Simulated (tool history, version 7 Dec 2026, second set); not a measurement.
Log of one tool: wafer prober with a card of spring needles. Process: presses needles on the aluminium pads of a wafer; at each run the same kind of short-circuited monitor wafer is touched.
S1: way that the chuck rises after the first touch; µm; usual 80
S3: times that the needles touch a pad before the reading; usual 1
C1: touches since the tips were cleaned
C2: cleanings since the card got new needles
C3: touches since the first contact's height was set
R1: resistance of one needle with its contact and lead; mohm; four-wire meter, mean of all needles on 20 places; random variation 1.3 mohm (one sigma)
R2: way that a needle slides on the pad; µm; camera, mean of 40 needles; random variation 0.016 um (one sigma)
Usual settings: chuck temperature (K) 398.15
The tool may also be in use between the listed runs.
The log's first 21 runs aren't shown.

run 22 hour=268.7 | S1=98 chuck_temperature_(K)=364.15 S3=1 | C1=4537 C2=32 C3=68585 | R1=176 R2=17.50
-- hour=272.3 tips cleaned on abrasive film
run 23 hour=280.1 | S1=98 chuck_temperature_(K)=364.15 S3=1 | C1=2438 C2=33 C3=72080 | R1=174 R2=17.49
-- hour=291.3 tips cleaned on abrasive film
run 24 hour=298.5 | S1=71 chuck_temperature_(K)=319.15 S3=1 | C1=2227 C2=34 C3=77728 | R1=170 R2=12.60
-- hour=309.8 tips cleaned on abrasive film
run 25 hour=313.5 | S1=91 chuck_temperature_(K)=327.15 S3=1 | C1=1141 C2=35 C3=82328 | R1=165 R2=16.18
run 26 hour=322.8 | S1=91 chuck_temperature_(K)=327.15 S3=1 | C1=4013 C2=35 C3=85200 | R1=169 R2=16.17
-- hour=328.7 tips cleaned on abrasive film
run 27 hour=339.1 | S1=71 chuck_temperature_(K)=334.15 S3=3 | C1=3212 C2=36 C3=90219 | R1=166 R2=12.58
-- hour=347.9 tips cleaned on abrasive film
run 28 hour=355.4 | S1=64 chuck_temperature_(K)=370.15 S3=1 | C1=2329 C2=37 C3=95237 | R1=182 R2=11.28
-- hour=366.0 tips cleaned on abrasive film
run 29 hour=368.7 | S1=86 chuck_temperature_(K)=370.15 S3=3 | C1=835 C2=38 C3=99303 | R1=168 R2=15.24
run 30 hour=377.5 | S1=84 chuck_temperature_(K)=398.15 S3=1 | C1=3544 C2=38 C3=102012 | R1=185 R2=14.86
-- hour=385.1 tips cleaned on abrasive film
run 31 hour=385.5 | S1=85 chuck_temperature_(K)=320.15 S3=1 | C1=134 C2=39 C3=104461 | R1=160 R2=15.05
-- hour=403.7 tips cleaned on abrasive film
run 32 hour=404.4 | S1=84 chuck_temperature_(K)=302.15 S3=1 | C1=205 C2=40 C3=110273 | R1=156 R2=14.85
run 33 hour=415.8 | S1=76 chuck_temperature_(K)=325.15 S3=1 | C1=3732 C2=40 C3=113800 | R1=172 R2=13.40
-- hour=422.6 tips cleaned on abrasive film
run 34 hour=424.6 | S1=76 chuck_temperature_(K)=325.15 S3=1 | C1=603 C2=41 C3=116486 | R1=164 R2=13.40

3 ways to go on from here, each from the tool as it stands after run 34. What would each give?
-- hour=442.1 tips cleaned on abrasive film
run A hour=442.3 | S1=80 chuck_temperature_(K)=347.15 S3=1 | C1=63 C2=42 C3=121940 | R1=? R2=?
-- hour=442.1 tips cleaned on abrasive film
run B hour=442.3 | S1=95 chuck_temperature_(K)=325.15 S3=3 | C1=63 C2=42 C3=121940 | R1=? R2=?
-- hour=442.1 tips cleaned on abrasive film
run C hour=442.3 | S1=82 chuck_temperature_(K)=325.15 S3=3 | C1=63 C2=42 C3=121940 | R1=? R2=?

run=A R1=163 R2=14.09
run=B R1=156 R2=16.84
run=C R1=156 R2=14.41
Without the tool's hidden state the same runs would have given:
run=A R1=162 R2=14.44
run=B R1=156 R2=17.19
run=C R1=157 R2=14.76
